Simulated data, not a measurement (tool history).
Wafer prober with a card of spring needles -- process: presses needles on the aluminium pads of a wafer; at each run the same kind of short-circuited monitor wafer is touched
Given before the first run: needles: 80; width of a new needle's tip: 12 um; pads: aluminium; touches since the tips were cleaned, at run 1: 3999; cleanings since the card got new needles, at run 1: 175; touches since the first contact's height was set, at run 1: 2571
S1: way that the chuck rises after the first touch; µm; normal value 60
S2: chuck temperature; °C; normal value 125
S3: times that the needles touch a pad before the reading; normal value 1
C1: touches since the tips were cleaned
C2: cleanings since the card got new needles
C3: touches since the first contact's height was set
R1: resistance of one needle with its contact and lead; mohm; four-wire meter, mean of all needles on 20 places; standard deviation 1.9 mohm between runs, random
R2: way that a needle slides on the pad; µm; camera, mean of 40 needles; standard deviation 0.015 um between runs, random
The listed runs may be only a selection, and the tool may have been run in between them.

| run | hour | S1 | S2 | S3 | C1 | C2 | C3 | R1 | R2 |
|---|---|---|---|---|---|---|---|---|---|
| 1 | 0 | 60 | 125 | 1 | 3999 | 175 | 2571 | 201 | 10.83 |
|  | 4.4 | tips cleaned on abrasive film |
|  | 13 | tips cleaned on abrasive film |
|  | 21.6 | tips cleaned on abrasive film |
|  | 32.3 | tips cleaned on abrasive film |
|  | 41 | tips cleaned on abrasive film |
|  | 51.7 | tips cleaned on abrasive film |
|  | 60.3 | tips cleaned on abrasive film |
|  | 71.1 | tips cleaned on abrasive film |
|  | 79.7 | tips cleaned on abrasive film |
| 2 | 87.4 | 60 | 125 | 1 | 5163 | 184 | 60607 | 198 | 10.8 |
|  | 89.6 | tips cleaned on abrasive film |
|  | 98.2 | tips cleaned on abrasive film |
|  | 106.8 | tips cleaned on abrasive film |
|  | 115.4 | tips cleaned on abrasive film |
|  | 124.1 | tips cleaned on abrasive film |
|  | 130.7 | height of the first contact set anew |
|  | 133 | tips cleaned on abrasive film |
|  | 143.7 | tips cleaned on abrasive film |
|  | 154.5 | tips cleaned on abrasive film |
|  | 165.2 | tips cleaned on abrasive film |
| 3 | 169.9 | 60 | 125 | 1 | 3168 | 193 | 26032 | 199 | 10.78 |
|  | 174.3 | tips cleaned on abrasive film |
|  | 185 | tips cleaned on abrasive film |
|  | 193.6 | tips cleaned on abrasive film |
|  | 202.3 | tips cleaned on abrasive film |
|  | 210.9 | tips cleaned on abrasive film |
|  | 221.6 | tips cleaned on abrasive film |
|  | 232.4 | tips cleaned on abrasive film |
| 4 | 234.4 | 60 | 125 | 1 | 1388 | 200 | 68861 | 199 | 10.83 |
|  | 243.1 | tips cleaned on abrasive film |
|  | 251.7 | tips cleaned on abrasive film |
|  | 260.3 | tips cleaned on abrasive film |
|  | 264.8 | height of the first contact set anew |
|  | 271.3 | tips cleaned on abrasive film |
|  | 282.1 | tips cleaned on abrasive film |
|  | 292.8 | tips cleaned on abrasive film |
|  | 301.4 | tips cleaned on abrasive film |
| 5 | 307.1 | 60 | 125 | 1 | 3790 | 207 | 28083 | 198 | 10.81 |
|  | 311.4 | tips cleaned on abrasive film |
|  | 320.1 | tips cleaned on abrasive film |
|  | 328.7 | tips cleaned on abrasive film |
|  | 337.3 | tips cleaned on abrasive film |
|  | 345.9 | tips cleaned on abrasive film |
|  | 354.5 | tips cleaned on abrasive film |
|  | 365.3 | tips cleaned on abrasive film |
| 6 | 371.5 | 60 | 125 | 1 | 4212 | 214 | 70877 | 199 | 10.82 |
|  | 375.9 | tips cleaned on abrasive film |
|  | 384.5 | tips cleaned on abrasive film |
|  | 393.1 | tips cleaned on abrasive film |
|  | 399.8 | height of the first contact set anew |
|  | 402.1 | tips cleaned on abrasive film |
|  | 412.8 | tips cleaned on abrasive film |
|  | 421.4 | tips cleaned on abrasive film |
|  | 430 | tips cleaned on abrasive film |
| 7 | 435.8 | 60 | 125 | 1 | 3882 | 221 | 23888 | 200 | 10.8 |
|  | 440.2 | tips cleaned on abrasive film |
|  | 448.8 | tips cleaned on abrasive film |
|  | 459.5 | tips cleaned on abrasive film |
|  | 468.2 | tips cleaned on abrasive film |
|  | 478.9 | tips cleaned on abrasive film |
|  | 489.6 | tips cleaned on abrasive film |
|  | 498.3 | tips cleaned on abrasive film |
|  | 509 | tips cleaned on abrasive film |
|  | 519.7 | tips cleaned on abrasive film |
|  | 530.5 | tips cleaned on abrasive film |
| 8 | 532.7 | 60 | 125 | 1 | 1503 | 231 | 88267 | 198 | 10.78 |
|  | 535.2 | height of the first contact set anew |
|  | 539.5 | tips cleaned on abrasive film |
|  | 548.1 | tips cleaned on abrasive film |
|  | 558.9 | tips cleaned on abrasive film |
|  | 569.6 | tips cleaned on abrasive film |
|  | 578.2 | tips cleaned on abrasive film |
|  | 586.9 | tips cleaned on abrasive film |
|  | 595.5 | tips cleaned on abrasive film |
|  | 604.1 | tips cleaned on abrasive film |
|  | 613.7 | tips cleaned on abrasive film |
| 9 | 613.7 | 60 | 125 | 1 | 0 | 240 | 52124 | 198 | 10.81 |
|  | 624.5 | tips cleaned on abrasive film |
|  | 633.1 | tips cleaned on abrasive film |
|  | 641.7 | tips cleaned on abrasive film |
|  | 650.3 | tips cleaned on abrasive film |
|  | 658.9 | tips cleaned on abrasive film |
|  | 667.6 | tips cleaned on abrasive film |
|  | 670 | height of the first contact set anew |
|  | 676.5 | tips cleaned on abrasive film |
|  | 687.2 | tips cleaned on abrasive film |
| 10 | 688 | 60 | 50 | 1 | 542 | 248 | 11974 | 182 | 10.81 |
|  | 696.6 | tips cleaned on abrasive film |
|  | 705.3 | tips cleaned on abrasive film |
|  | 713.9 | tips cleaned on abrasive film |
|  | 722.5 | tips cleaned on abrasive film |
|  | 731.1 | tips cleaned on abrasive film |
|  | 741.8 | tips cleaned on abrasive film |
|  | 752.6 | tips cleaned on abrasive film |
|  | 763.3 | tips cleaned on abrasive film |
|  | 772 | tips cleaned on abrasive film |
| 11 | 776.2 | 63 | 125 | 1 | 2870 | 257 | 70574 | 198 | 11.32 |
|  | 782.6 | tips cleaned on abrasive film |
|  | 793.4 | tips cleaned on abrasive film |
|  | 802 | tips cleaned on abrasive film |
|  | 804.4 | height of the first contact set anew |
|  | 813 | tips cleaned on abrasive film |
|  | 823.8 | tips cleaned on abrasive film |
|  | 832.4 | tips cleaned on abrasive film |
|  | 843.2 | tips cleaned on abrasive film |
| 12 | 851.1 | 63 | 125 | 1 | 5361 | 264 | 31083 | 198 | 11.34 |
|  | 853.4 | tips cleaned on abrasive film |
|  | 862 | tips cleaned on abrasive film |
|  | 872.7 | tips cleaned on abrasive film |
|  | 881.3 | tips cleaned on abrasive film |
|  | 890 | tips cleaned on abrasive film |
|  | 898.6 | tips cleaned on abrasive film |
|  | 907.2 | tips cleaned on abrasive film |
|  | 917.9 | tips cleaned on abrasive film |
|  | 926.6 | tips cleaned on abrasive film |
|  | 935.2 | tips cleaned on abrasive film |
|  | 939.7 | height of the first contact set anew |
| 13 | 940.4 | 60 | 82 | 2 | 3325 | 274 | 467 | 189 | 10.81 |
|  | 944.8 | tips cleaned on abrasive film |
|  | 955.5 | tips cleaned on abrasive film |
|  | 964.1 | tips cleaned on abrasive film |
|  | 974.9 | tips cleaned on abrasive film |
|  | 983.5 | tips cleaned on abrasive film |
|  | 994.3 | tips cleaned on abrasive film |
|  | 1005 | tips cleaned on abrasive film |
|  | 1015.7 | tips cleaned on abrasive film |
|  | 1024.4 | tips cleaned on abrasive film |
| 14 | 1026.1 | 50 | 26 | 2 | 1142 | 283 | 57341 | 177 | 9.01 |
|  | 1034.7 | tips cleaned on abrasive film |
|  | 1045.4 | tips cleaned on abrasive film |
|  | 1054 | tips cleaned on abrasive film |
|  | 1064.8 | tips cleaned on abrasive film |
|  | 1073.4 | tips cleaned on abrasive film |
|  | 1075.8 | height of the first contact set anew |
|  | 1082.3 | tips cleaned on abrasive film |
| 15 | 1089.1 | 60 | 55 | 1 | 4582 | 289 | 8869 | 184 | 10.82 |
|  | 1091.4 | tips cleaned on abrasive film |
|  | 1100 | tips cleaned on abrasive film |
|  | 1110.7 | tips cleaned on abrasive film |
|  | 1119.3 | tips cleaned on abrasive film |
|  | 1128 | tips cleaned on abrasive film |
|  | 1136.6 | tips cleaned on abrasive film |
| 16 | 1143.9 | 60 | 66 | 2 | 4922 | 295 | 45230 | 185 | 10.79 |
|  | 1146.1 | tips cleaned on abrasive film |
|  | 1156.9 | tips cleaned on abrasive film |
|  | 1165.5 | tips cleaned on abrasive film |
|  | 1176.3 | tips cleaned on abrasive film |
|  | 1187 | tips cleaned on abrasive film |
|  | 1199 | card fitted with new needles |
|  | 1207.6 | tips cleaned on abrasive film |
|  | 1216.2 | tips cleaned on abrasive film |
|  | 1224.8 | tips cleaned on abrasive film |
|  | 1235.6 | tips cleaned on abrasive film |
|  | 1244.2 | tips cleaned on abrasive film |
| 17 | 1250.9 | 62 | 55 | 2 | 4486 | 5 | 34495 | 184 | 11.17 |
|  | 1253.1 | tips cleaned on abrasive film |
|  | 1263.9 | tips cleaned on abrasive film |
|  | 1272.5 | tips cleaned on abrasive film |
|  | 1281.1 | tips cleaned on abrasive film |
|  | 1289.7 | tips cleaned on abrasive film |
|  | 1298.3 | tips cleaned on abrasive film |
|  | 1306.9 | tips cleaned on abrasive film |
|  | 1315.6 | tips cleaned on abrasive film |
| 18 | 1322.8 | 60 | 67 | 3 | 4856 | 13 | 82222 | 186 | 10.82 |

Predict each of these 4 candidate next runs independently; none follows another, all start after run 18:
|  | 1325 | tips cleaned on abrasive film |
|  | 1333.6 | tips cleaned on abrasive film |
|  | 1333.9 | height of the first contact set anew |
|  | 1342.6 | tips cleaned on abrasive film |
|  | 1351.2 | tips cleaned on abrasive film |
|  | 1361.9 | tips cleaned on abrasive film |
|  | 1370.5 | tips cleaned on abrasive film |
|  | 1381.3 | tips cleaned on abrasive film |
|  | 1389.9 | tips cleaned on abrasive film |
|  | 1400.2 | tips cleaned on abrasive film |
| A | 1400.2 | 66 | 63 | 1 | 0 | 22 | 44029 | ? | ? |
|  | 1325 | tips cleaned on abrasive film |
|  | 1333.6 | tips cleaned on abrasive film |
|  | 1333.9 | height of the first contact set anew |
|  | 1342.6 | tips cleaned on abrasive film |
|  | 1351.2 | tips cleaned on abrasive film |
|  | 1361.9 | tips cleaned on abrasive film |
|  | 1370.5 | tips cleaned on abrasive film |
|  | 1381.3 | tips cleaned on abrasive film |
|  | 1389.9 | tips cleaned on abrasive film |
|  | 1400.2 | tips cleaned on abrasive film |
| B | 1400.2 | 53 | 67 | 3 | 0 | 22 | 44029 | ? | ? |
|  | 1325 | tips cleaned on abrasive film |
|  | 1333.6 | tips cleaned on abrasive film |
|  | 1333.9 | height of the first contact set anew |
|  | 1342.6 | tips cleaned on abrasive film |
|  | 1351.2 | tips cleaned on abrasive film |
|  | 1361.9 | tips cleaned on abrasive film |
|  | 1370.5 | tips cleaned on abrasive film |
|  | 1381.3 | tips cleaned on abrasive film |
|  | 1389.9 | tips cleaned on abrasive film |
|  | 1400.2 | tips cleaned on abrasive film |
| C | 1400.2 | 69 | 61 | 2 | 0 | 22 | 44029 | ? | ? |
|  | 1325 | tips cleaned on abrasive film |
|  | 1333.6 | tips cleaned on abrasive film |
|  | 1333.9 | height of the first contact set anew |
|  | 1342.6 | tips cleaned on abrasive film |
|  | 1351.2 | tips cleaned on abrasive film |
|  | 1361.9 | tips cleaned on abrasive film |
|  | 1370.5 | tips cleaned on abrasive film |
|  | 1381.3 | tips cleaned on abrasive film |
|  | 1389.9 | tips cleaned on abrasive film |
|  | 1400.2 | tips cleaned on abrasive film |
| D | 1400.2 | 46 | 43 | 2 | 0 | 22 | 44029 | ? | ? |

| run | R1 | R2 |
|---|---|---|
| A | 178 | 11.92 |
| B | 187 | 9.53 |
| C | 183 | 12.42 |
| D | 181 | 8.3 |
Without the tool's hidden state the same runs would have given:
| run | R1 | R2 |
|---|---|---|
| A | 178 | 11.92 |
| B | 187 | 9.53 |
| C | 183 | 12.42 |
| D | 181 | 8.3 |
